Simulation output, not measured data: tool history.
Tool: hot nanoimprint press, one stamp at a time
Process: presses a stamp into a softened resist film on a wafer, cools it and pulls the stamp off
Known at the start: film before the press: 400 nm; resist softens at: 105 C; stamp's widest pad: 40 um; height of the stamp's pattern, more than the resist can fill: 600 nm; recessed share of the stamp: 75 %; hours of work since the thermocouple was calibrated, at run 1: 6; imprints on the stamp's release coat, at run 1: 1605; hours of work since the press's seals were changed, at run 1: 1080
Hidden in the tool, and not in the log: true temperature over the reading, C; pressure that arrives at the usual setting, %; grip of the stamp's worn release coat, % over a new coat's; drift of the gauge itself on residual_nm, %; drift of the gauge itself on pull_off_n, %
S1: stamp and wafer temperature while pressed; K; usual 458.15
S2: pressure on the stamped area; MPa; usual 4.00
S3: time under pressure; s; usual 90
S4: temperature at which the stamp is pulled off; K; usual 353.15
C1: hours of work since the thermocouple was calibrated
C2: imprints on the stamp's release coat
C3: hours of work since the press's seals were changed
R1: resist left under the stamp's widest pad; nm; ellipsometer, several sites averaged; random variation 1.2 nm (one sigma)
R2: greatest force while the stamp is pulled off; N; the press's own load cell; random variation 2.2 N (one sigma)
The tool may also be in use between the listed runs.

| run | hour | S1 | S2 | S3 | S4 | C1 | C2 | C3 | R1 | R2 |
|---|---|---|---|---|---|---|---|---|---|---|
| 1 | 0.0 | 458.15 | 4.00 | 90 | 353.15 | 6 | 1605 | 1080 | 194.4 | 161 |
| 2 | 24.6 | 458.15 | 4.00 | 90 | 353.15 | 25 | 1751 | 1099 | 196.1 | 168 |
|  | 42.6 | stamp cleaned and given a new release coat |
| 3 | 66.2 | 458.15 | 4.00 | 90 | 353.15 | 52 | 139 | 1126 | 197.3 | 101 |
| 4 | 87.6 | 458.15 | 4.00 | 90 | 353.15 | 69 | 266 | 1142 | 196.4 | 109 |
| 5 | 118.7 | 458.15 | 4.00 | 90 | 353.15 | 92 | 449 | 1166 | 194.9 | 114 |
| 6 | 154.8 | 458.15 | 4.00 | 90 | 353.15 | 120 | 662 | 1194 | 197.8 | 125 |
| 7 | 188.3 | 458.15 | 4.00 | 90 | 353.15 | 146 | 861 | 1220 | 198.9 | 137 |
| 8 | 211.7 | 458.15 | 4.00 | 90 | 353.15 | 164 | 999 | 1237 | 200.2 | 139 |
| 9 | 231.2 | 458.15 | 4.00 | 90 | 353.15 | 179 | 1115 | 1252 | 199.4 | 145 |
| 10 | 260.4 | 458.15 | 4.00 | 90 | 353.15 | 201 | 1287 | 1275 | 200.3 | 148 |
| 11 | 281.3 | 458.15 | 3.75 | 128 | 342.15 | 217 | 1410 | 1291 | 184.8 | 168 |
| 12 | 305.9 | 470.15 | 3.75 | 128 | 349.15 | 236 | 1556 | 1309 | 130.6 | 165 |
| 13 | 335.9 | 455.15 | 4.19 | 74 | 349.15 | 259 | 1733 | 1332 | 229.5 | 174 |

Forecast run 14:
|  | 355.5 | stamp cleaned and given a new release coat |
| 14 | 374.6 | 455.15 | 4.19 | 74 | 349.15 | 284 | 112 | 1357 | ? | ? |

Run 14 gave R1 229.2 nm, R2 102 N.
Without the tool's hidden state the same run would have given R1 210.7 nm, R2 97 N.
